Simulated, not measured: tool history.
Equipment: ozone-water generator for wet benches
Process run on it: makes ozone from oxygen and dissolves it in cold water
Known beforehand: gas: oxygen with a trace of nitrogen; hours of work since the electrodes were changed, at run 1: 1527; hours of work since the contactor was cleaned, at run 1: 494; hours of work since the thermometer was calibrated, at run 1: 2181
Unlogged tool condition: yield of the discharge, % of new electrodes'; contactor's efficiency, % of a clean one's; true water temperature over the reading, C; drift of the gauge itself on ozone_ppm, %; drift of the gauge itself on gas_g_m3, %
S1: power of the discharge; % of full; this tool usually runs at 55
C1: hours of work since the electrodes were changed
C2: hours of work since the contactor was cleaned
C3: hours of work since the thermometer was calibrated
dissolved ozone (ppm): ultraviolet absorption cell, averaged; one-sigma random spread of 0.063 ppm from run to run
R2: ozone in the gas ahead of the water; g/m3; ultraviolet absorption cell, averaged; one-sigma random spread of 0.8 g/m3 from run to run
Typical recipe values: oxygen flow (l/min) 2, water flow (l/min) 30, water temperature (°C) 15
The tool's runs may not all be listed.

Run 1, hour 0: usual settings; C1 1527; C2 494; C3 2181. Result: dissolved ozone (ppm) 4.62, R2 119.1 g/m3.
Run 2, hour 33.2: usual settings; C1 1554; C2 521; C3 2208. Result: dissolved ozone (ppm) 4.49, R2 120.9 g/m3.
Run 3, hour 57.9: usual settings but water flow (l/min) 18; C1 1575; C2 541; C3 2228. Result: dissolved ozone (ppm) 7.87, R2 121.7 g/m3.
Run 4, hour 86.2: usual settings; C1 1598; C2 564; C3 2251. Result: dissolved ozone (ppm) 4.43, R2 120.8 g/m3.
Run 5, hour 124.2: usual settings; C1 1629; C2 595; C3 2282. Result: dissolved ozone (ppm) 4.35, R2 118.9 g/m3.
Run 6, hour 168.1: usual settings but S1 51 % of full; C1 1665; C2 631; C3 2318. Result: dissolved ozone (ppm) 4.14, R2 113.6 g/m3.
Run 7, hour 208: usual settings but water temperature (°C) 9; C1 1697; C2 664; C3 2350. Result: dissolved ozone (ppm) 4.59, R2 120.5 g/m3.
Run 8, hour 235.7: usual settings but water temperature (°C) 9; C1 1720; C2 686; C3 2373. Result: dissolved ozone (ppm) 4.56, R2 119.7 g/m3.
Run 9, hour 269.1: usual settings but water flow (l/min) 28, water temperature (°C) 9; C1 1747; C2 714; C3 2400. Result: dissolved ozone (ppm) 5.08, R2 119.3 g/m3.
Run 10, hour 300.1: usual settings but S1 93 % of full; C1 1772; C2 739; C3 2426. Result: dissolved ozone (ppm) 6.58, R2 175.9 g/m3.
Run 11, hour 347.8: usual settings but oxygen flow (l/min) 3.57; C1 1811; C2 778; C3 2465. Result: dissolved ozone (ppm) 5.33, R2 88.1 g/m3.
Run 12, hour 375.2: usual settings but water flow (l/min) 21; C1 1834; C2 800; C3 2487. Result: dissolved ozone (ppm) 6.62, R2 119 g/m3.
Run 13, hour 424.7: usual settings but water flow (l/min) 21; C1 1874; C2 841; C3 2527. Result: dissolved ozone (ppm) 6.59, R2 120.1 g/m3.
Run 14, hour 471.4: usual settings but water flow (l/min) 21; C1 1912; C2 879; C3 2565. Result: dissolved ozone (ppm) 6.56, R2 121 g/m3.
Run 15, hour 510.5: usual settings but water flow (l/min) 21; C1 1944; C2 911; C3 2597. Result: dissolved ozone (ppm) 6.61, R2 119 g/m3.
Run 16, hour 547.8: usual settings but water flow (l/min) 21; C1 1974; C2 941; C3 2628. Result: dissolved ozone (ppm) 6.72, R2 119.7 g/m3.
Run 17, hour 593.5: usual settings but water flow (l/min) 32; C1 2012; C2 978; C3 2665. Result: dissolved ozone (ppm) 4.13, R2 119.7 g/m3.
Run 18, hour 632.3: usual settings but water flow (l/min) 32; C1 2043; C2 1010; C3 2697. Result: dissolved ozone (ppm) 4.12, R2 119.6 g/m3.
Run 19, hour 667.3: usual settings but oxygen flow (l/min) 1.05, water flow (l/min) 31, water temperature (°C) 12; C1 2072; C2 1039; C3 2725. Result: dissolved ozone (ppm) 3.5, R2 166.4 g/m3.
Run 20, hour 689.3: usual settings but oxygen flow (l/min) 1.05, water flow (l/min) 31, water temperature (°C) 12; C1 2090; C2 1057; C3 2743. Result: dissolved ozone (ppm) 3.47, R2 167.1 g/m3.
Run 21, hour 726.7: usual settings but S1 70 % of full, oxygen flow (l/min) 3.52, water flow (l/min) 31, water temperature (°C) 12; C1 2120; C2 1087; C3 2774. Result: dissolved ozone (ppm) 6.07, R2 105.3 g/m3.
Run 22, hour 752.8: usual settings but S1 67 % of full, oxygen flow (l/min) 2.89, water temperature (°C) 7; C1 2142; C2 1108; C3 2795. Result: dissolved ozone (ppm) 5.89, R2 111.9 g/m3.
Run 23, hour 781.2: usual settings but S1 67 % of full, oxygen flow (l/min) 2.89, water temperature (°C) 19; C1 2165; C2 1132; C3 2818. Result: dissolved ozone (ppm) 5.58, R2 113.2 g/m3.
Run 24, hour 806.5: usual settings but S1 67 % of full, oxygen flow (l/min) 2.89, water temperature (°C) 19; C1 2186; C2 1152; C3 2839. Result: dissolved ozone (ppm) 5.49, R2 112.2 g/m3.
Run 25, hour 838.5: usual settings but S1 89 % of full, oxygen flow (l/min) 1.67, water flow (l/min) 33, water temperature (°C) 8; C1 2212; C2 1178; C3 2865. Result: dissolved ozone (ppm) 5.36, R2 188.2 g/m3.
Run 26, hour 882.4: usual settings but S1 89 % of full, oxygen flow (l/min) 1.67, water flow (l/min) 33, water temperature (°C) 8; C1 2247; C2 1214; C3 2901. Result: dissolved ozone (ppm) 5.34, R2 185.8 g/m3.
Run 27, hour 916.7: usual settings but S1 65 % of full, oxygen flow (l/min) 2.39, water flow (l/min) 35, water temperature (°C) 10; C1 2276; C2 1242; C3 2929. Result: dissolved ozone (ppm) 4.41, R2 121.4 g/m3.
Run 28, hour 963.7: usual settings but S1 65 % of full, oxygen flow (l/min) 1.09, water flow (l/min) 41, water temperature (°C) 19; C1 2314; C2 1281; C3 2967. Result: dissolved ozone (ppm) 2.61, R2 184.7 g/m3.
Run 29, hour 1000.9: usual settings but S1 56 % of full, oxygen flow (l/min) 1.09, water flow (l/min) 41, water temperature (°C) 12; C1 2344; C2 1311; C3 2998. Result: dissolved ozone (ppm) 2.5, R2 164.1 g/m3.
Run 30, hour 1035.6: usual settings but S1 73 % of full, oxygen flow (l/min) 1.08, water flow (l/min) 46, water temperature (°C) 17; C1 2372; C2 1339; C3 3026. Result: dissolved ozone (ppm) 2.49, R2 200.5 g/m3.
Run 31, hour 1077.9: usual settings but S1 92 % of full; C1 2407; C2 1374; C3 3060. Result: dissolved ozone (ppm) 6.33, R2 171.2 g/m3.
Run 32, hour 1122: usual settings but S1 92 % of full; C1 2443; C2 1410; C3 3096. Result: dissolved ozone (ppm) 6.24, R2 170.7 g/m3.
Run 33, hour 1153.2: usual settings but S1 54 % of full, oxygen flow (l/min) 1.24, water flow (l/min) 23, water temperature (°C) 23; C1 2468; C2 1435; C3 3122. Result: dissolved ozone (ppm) 4.78, R2 150.8 g/m3.
Run 34, hour 1176.4: usual settings but S1 49 % of full, oxygen flow (l/min) 1.24, water flow (l/min) 28, water temperature (°C) 23; C1 2487; C2 1454; C3 3141. Result: dissolved ozone (ppm) 3.6, R2 139.2 g/m3.

Some steps in dissolved ozone (ppm), run to run, broken into two amounts with sign: the step expected even without the hidden condition (settings, incoming material, random variation), and the rest, left for the hidden condition together with whatever gauge scatter is not in both the measured and the hidden-condition-free result:
Run 2 -> 3: water flow (l/min) 30 -> 18. dissolved ozone (ppm) +3.38: hidden state -0.14, all else +3.52.
Run 3 -> 4: water flow (l/min) 18 -> 30. dissolved ozone (ppm) -3.44: hidden state +0.13, all else -3.57.
Run 20 -> 21: S1 55 -> 70, oxygen flow (l/min) 1.05 -> 3.52. dissolved ozone (ppm) +2.6: hidden state -0.25, all else +2.85.
Run 30 -> 31: S1 73 -> 92, oxygen flow (l/min) 1.08 -> 2, water flow (l/min) 46 -> 30, water temperature (°C) 17 -> 15. dissolved ozone (ppm) +3.84: hidden state -0.43, all else +4.27.
Run 32 -> 33: S1 92 -> 54, oxygen flow (l/min) 2 -> 1.24, water flow (l/min) 30 -> 23, water temperature (°C) 15 -> 23. dissolved ozone (ppm) -1.46: hidden state +0.3, all else -1.76.
